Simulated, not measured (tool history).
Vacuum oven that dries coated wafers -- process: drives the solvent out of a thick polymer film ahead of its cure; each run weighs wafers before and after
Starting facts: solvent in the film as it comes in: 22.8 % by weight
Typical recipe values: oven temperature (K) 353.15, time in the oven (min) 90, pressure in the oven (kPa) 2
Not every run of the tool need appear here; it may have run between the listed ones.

run	hour	oven temperature (K)	time in the oven (min)	pressure in the oven (kPa)	solvent left in the film (%)
1	0	353.15	90	2	3.38
2	44.2	353.15	113	2	2.6
3	65.6	353.15	113	2	2.66
4	87.2	353.15	113	2	2.6
5	111.9	353.15	90	2	3.37
6	154.2	353.15	90	2.19	3.56
7	193.4	353.15	90	2	3.42
8	224.1	353.15	67	2	4.97
9	262.9	353.15	67	2	4.95
10	297.1	353.15	53	2	6.31
11	329	353.15	53	2	6.25
12	359.9	358.15	76	3.14	3.48
13	383	358.15	79	5.25	4.52
14	422.6	355.15	46	7.25	9.18
15	450	355.15	46	7.25	9.04
16	485.3	340.15	57	7.25	14.8
17	514.9	348.15	90	1.06	4.28

Run 18, settings as shown, results not yet in. Your forecast:
18	540.3	351.15	90	1.06	?

{"run 18": {"solvent left in the film (%)": 3.47}}
Were there no unlogged condition in the tool, this run, its random variation unchanged, would have produced solvent left in the film (%) 3.43.
